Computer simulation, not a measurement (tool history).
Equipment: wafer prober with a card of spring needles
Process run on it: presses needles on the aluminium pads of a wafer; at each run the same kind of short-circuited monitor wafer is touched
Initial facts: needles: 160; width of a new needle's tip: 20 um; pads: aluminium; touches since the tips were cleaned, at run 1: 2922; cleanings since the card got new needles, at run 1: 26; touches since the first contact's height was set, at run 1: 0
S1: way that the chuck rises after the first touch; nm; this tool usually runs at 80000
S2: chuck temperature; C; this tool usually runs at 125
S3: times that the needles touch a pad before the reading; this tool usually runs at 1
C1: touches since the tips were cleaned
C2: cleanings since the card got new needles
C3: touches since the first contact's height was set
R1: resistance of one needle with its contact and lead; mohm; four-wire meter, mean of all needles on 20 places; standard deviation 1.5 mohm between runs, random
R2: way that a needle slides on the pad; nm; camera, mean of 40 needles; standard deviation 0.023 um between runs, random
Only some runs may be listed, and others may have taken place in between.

run 1 day=0 | S1=80000 S2=125 S3=1 | C1=2922 C2=26 C3=0 | R1=179 R2=19490
run 2 day=0.417 | S1=80000 S2=125 S3=1 | C1=5985 C2=26 C3=3063 | R1=187 R2=19500
-- day=0.621 tips cleaned on abrasive film
run 3 day=0.871 | S1=80000 S2=125 S3=1 | C1=1845 C2=27 C3=6357 | R1=170 R2=19460
-- day=1.662 tips cleaned on abrasive film
run 4 day=1.667 | S1=86000 S2=125 S3=1 | C1=39 C2=28 C3=12157 | R1=150 R2=20910
run 5 day=2.321 | S1=86000 S2=125 S3=1 | C1=4823 C2=28 C3=16941 | R1=183 R2=20980
-- day=2.675 tips cleaned on abrasive film
run 6 day=2.771 | S1=86000 S2=125 S3=1 | C1=703 C2=29 C3=20218 | R1=156 R2=20920
run 7 day=3.267 | S1=86000 S2=125 S3=1 | C1=4325 C2=29 C3=23840 | R1=181 R2=20920
-- day=3.692 tips cleaned on abrasive film
run 8 day=3.742 | S1=80000 S2=125 S3=1 | C1=347 C2=30 C3=27280 | R1=159 R2=19450
run 9 day=4.154 | S1=80000 S2=125 S3=1 | C1=3364 C2=30 C3=30297 | R1=180 R2=19410
-- day=4.717 tips cleaned on abrasive film
run 10 day=4.896 | S1=80000 S2=125 S3=1 | C1=1305 C2=31 C3=35719 | R1=172 R2=19440
run 11 day=5.508 | S1=80000 S2=125 S3=1 | C1=5790 C2=31 C3=40204 | R1=192 R2=19400
-- day=5.762 tips cleaned on abrasive film
run 12 day=6.342 | S1=80000 S2=125 S3=1 | C1=4237 C2=32 C3=46281 | R1=185 R2=19440
-- day=6.775 tips cleaned on abrasive film
run 13 day=6.825 | S1=80000 S2=33 S3=1 | C1=348 C2=33 C3=49780 | R1=142 R2=19390
run 14 day=7.179 | S1=75000 S2=102 S3=1 | C1=2950 C2=33 C3=52382 | R1=180 R2=18190
run 15 day=7.558 | S1=75000 S2=102 S3=1 | C1=5722 C2=33 C3=55154 | R1=195 R2=18180
-- day=7.833 tips cleaned on abrasive film
run 16 day=7.921 | S1=75000 S2=102 S3=1 | C1=656 C2=34 C3=57789 | R1=158 R2=18200
run 17 day=8.65 | S1=65000 S2=30 S3=3 | C1=5983 C2=34 C3=63116 | R1=162 R2=15690
-- day=8.875 tips cleaned on abrasive film
run 18 day=9.467 | S1=65000 S2=30 S3=3 | C1=4355 C2=35 C3=69088 | R1=162 R2=15730
run 19 day=9.875 | S1=65000 S2=30 S3=3 | C1=7344 C2=35 C3=72077 | R1=160 R2=15710
-- day=9.954 tips cleaned on abrasive film
run 20 day=10.496 | S1=65000 S2=30 S3=3 | C1=3963 C2=36 C3=76600 | R1=159 R2=15720
-- day=10.988 tips cleaned on abrasive film
run 21 day=10.988 | S1=60000 S2=30 S3=3 | C1=0 C2=37 C3=80160 | R1=136 R2=14490

What if the next run were any one of these 3? Each begins from the tool's condition after run 21:
run A day=11.788 | S1=80000 S2=30 S3=3 | C1=5862 C2=37 C3=86022 | R1=? R2=?
run B day=11.788 | S1=96000 S2=40 S3=1 | C1=5862 C2=37 C3=86022 | R1=? R2=?
run C day=11.788 | S1=60000 S2=37 S3=3 | C1=5862 C2=37 C3=86022 | R1=? R2=?

run=A R1=152 R2=19360
run=B R1=173 R2=23250
run=C R1=166 R2=14530
Without the tool's hidden state the same runs would have given:
run=A R1=133 R2=19520
run=B R1=133 R2=23410
run=C R1=136 R2=14680

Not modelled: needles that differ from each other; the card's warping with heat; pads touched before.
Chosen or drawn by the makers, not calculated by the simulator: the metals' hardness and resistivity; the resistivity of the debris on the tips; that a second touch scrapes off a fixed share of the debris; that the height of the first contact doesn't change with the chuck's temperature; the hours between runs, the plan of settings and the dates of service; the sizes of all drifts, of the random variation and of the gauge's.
